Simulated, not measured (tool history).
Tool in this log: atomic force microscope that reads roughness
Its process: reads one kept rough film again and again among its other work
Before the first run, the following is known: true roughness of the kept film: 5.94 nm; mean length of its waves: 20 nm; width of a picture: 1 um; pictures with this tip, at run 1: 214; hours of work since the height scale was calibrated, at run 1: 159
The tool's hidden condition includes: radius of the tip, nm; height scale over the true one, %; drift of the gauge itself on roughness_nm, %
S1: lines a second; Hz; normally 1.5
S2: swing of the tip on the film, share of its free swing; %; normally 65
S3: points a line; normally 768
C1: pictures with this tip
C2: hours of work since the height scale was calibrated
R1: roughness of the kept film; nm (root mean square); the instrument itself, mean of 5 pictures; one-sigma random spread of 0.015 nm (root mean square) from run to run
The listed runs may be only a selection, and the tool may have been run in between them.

| run | day | S1 | S2 | S3 | C1 | C2 | R1 |
|---|---|---|---|---|---|---|---|
| 1 | 0 | 1.5 | 65 | 768 | 214 | 159 | 2.021 |
| 2 | 0.375 | 1.5 | 74 | 768 | 225 | 163 | 1.93 |
| 3 | 0.708 | 1.5 | 74 | 768 | 234 | 166 | 1.905 |
| 4 | 1.088 | 1.5 | 74 | 768 | 244 | 170 | 1.843 |
| 5 | 1.558 | 1.5 | 65 | 768 | 257 | 175 | 1.867 |
| 6 | 2.121 | 1.5 | 65 | 768 | 273 | 180 | 1.82 |
| 7 | 2.529 | 1.5 | 65 | 768 | 284 | 184 | 1.792 |
|  | 2.929 | new tip fitted |
| 8 | 3.038 | 1.5 | 65 | 768 | 3 | 189 | 3.458 |
| 9 | 3.6 | 1.5 | 63 | 768 | 18 | 194 | 3.352 |
| 10 | 3.854 | 2.86 | 66 | 783 | 25 | 197 | 3.09 |
| 11 | 4.4 | 2.28 | 65 | 633 | 40 | 202 | 3.017 |
| 12 | 4.654 | 0.83 | 65 | 633 | 47 | 204 | 3.072 |
| 13 | 5.067 | 0.83 | 65 | 633 | 59 | 209 | 2.972 |
| 14 | 5.579 | 0.83 | 65 | 633 | 73 | 214 | 2.876 |
| 15 | 6.025 | 3.71 | 67 | 633 | 85 | 218 | 2.523 |
| 16 | 6.538 | 1.75 | 65 | 768 | 99 | 223 | 2.618 |
| 17 | 7.004 | 1.75 | 89 | 767 | 112 | 227 | 2.226 |
| 18 | 7.242 | 2.92 | 63 | 710 | 119 | 230 | 2.415 |

Alternative continuations, all from the tool just after run 18; predict every row:
| A | 7.629 | 1.26 | 65 | 359 | 129 | 233 | ? |
| B | 7.629 | 0.81 | 70 | 710 | 129 | 233 | ? |
| C | 7.629 | 1.5 | 73 | 768 | 129 | 233 | ? |
| D | 7.629 | 1.96 | 75 | 815 | 129 | 233 | ? |

| run | R1 |
|---|---|
| A | 2.419 |
| B | 2.461 |
| C | 2.373 |
| D | 2.284 |
Stripped of hidden state, with their random variation kept, the same runs would have yielded:
| run | R1 |
|---|---|
| A | 3.546 |
| B | 3.608 |
| C | 3.481 |
| D | 3.35 |
